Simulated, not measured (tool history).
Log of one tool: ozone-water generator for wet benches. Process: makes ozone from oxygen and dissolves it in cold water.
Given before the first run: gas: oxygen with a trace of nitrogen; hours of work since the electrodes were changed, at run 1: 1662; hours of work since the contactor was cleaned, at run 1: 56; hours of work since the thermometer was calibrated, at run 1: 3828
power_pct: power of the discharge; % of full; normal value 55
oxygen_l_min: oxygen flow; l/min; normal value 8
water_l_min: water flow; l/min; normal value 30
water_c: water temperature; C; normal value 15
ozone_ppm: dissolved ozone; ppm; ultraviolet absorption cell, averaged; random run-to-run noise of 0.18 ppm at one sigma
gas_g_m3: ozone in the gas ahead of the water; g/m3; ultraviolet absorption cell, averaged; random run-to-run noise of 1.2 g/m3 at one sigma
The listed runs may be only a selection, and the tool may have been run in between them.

run,hour,power_pct,oxygen_l_min,water_l_min,water_c,hours of work since the electrodes were changed,hours of work since the contactor was cleaned,hours of work since the thermometer was calibrated,ozone_ppm,gas_g_m3
1,0,55,8,30,15,1662,56,3828,24,211.2
2,38.8,55,8,30,15,1690,84,3856,24.2,212.8
3,76.1,55,8,30,15,1717,111,3883,24,209.1
4,116.2,55,8.15,30,15,1746,140,3912,23.8,207.8
5,176.6,55,8,30,9,1789,183,3955,26.2,209.2
6,209.3,55,8,30,9,1813,207,3979,26,208.3
7,262.4,55,8,30,9,1851,245,4017,25.9,211
8,316.9,55,8,30,9,1890,284,4056,25.8,210.4
9,366.5,55,8,30,9,1925,320,4091,25.9,208.8
10,421.9,55,8,30,15,1965,359,4131,23.7,211.9
11,473.2,55,8,30,9,2002,396,4168,25.9,208
12,530.8,50,8,30,9,2043,437,4209,24.7,199.7
13,558.6,50,8,30,9,2063,457,4229,24.5,200.4
14,587.7,55,8,35,15,2084,478,4250,21,208.9
15,633.7,55,8,35,15,2117,511,4283,21,207.8
16,671.3,55,8,35,15,2144,538,4310,21.4,205.9
17,713.4,98,4.81,35,15,2174,569,4340,27.9,393.3
18,748.9,57,4.78,22,22,2200,594,4366,28.9,295.9
# hour 755.6: contactor cleaned
19,813.3,55,6.19,30,12,2243,41,4409,24.9,246.5
20,854.6,55,6.19,30,12,2273,71,4439,24.9,245.5
21,888.2,55,8,28,7,2297,95,4463,27.8,207.6
22,930.8,55,8,28,7,2328,126,4494,28,208.6
23,966,55,8,28,7,2353,151,4519,27.8,208.7
24,1002,55,8,28,7,2379,177,4545,27.7,207.5
# hour 1022: contactor cleaned, once more
25,1033.7,55,8,28,7,2399,8,4565,27.9,208.1
26,1073.6,55,6.77,28,7,2427,37,4593,27.9,230.1
27,1110.7,80,10.63,39,21,2454,64,4620,21,211.8
28,1145.3,80,10.63,39,21,2479,88,4645,21.4,211.2
29,1195.8,55,8,36,22,2515,125,4681,18.9,205.5
30,1246.9,55,8,36,22,2552,161,4718,18.8,207.6
31,1306.7,62,11.13,25,20,2595,204,4761,24.6,178.5
32,1342.7,62,11.13,25,20,2620,230,4786,25.1,177.6

3 ways to go on from here, each from the tool as it stands after run 32. What would each give?
A,1394.2,55,8,31,12,2657,267,4823,?,?
B,1394.2,55,8,30,7,2657,267,4823,?,?
C,1394.2,95,11.13,38,7,2657,267,4823,?,?

run,ozone_ppm,gas_g_m3
A,23.8,207
B,26.1,207.9
C,28.6,223.9
With no hidden state in the tool, these same runs would have given:
run,ozone_ppm,gas_g_m3
A,24.9,215.3
B,27.3,216.3
C,30.3,236
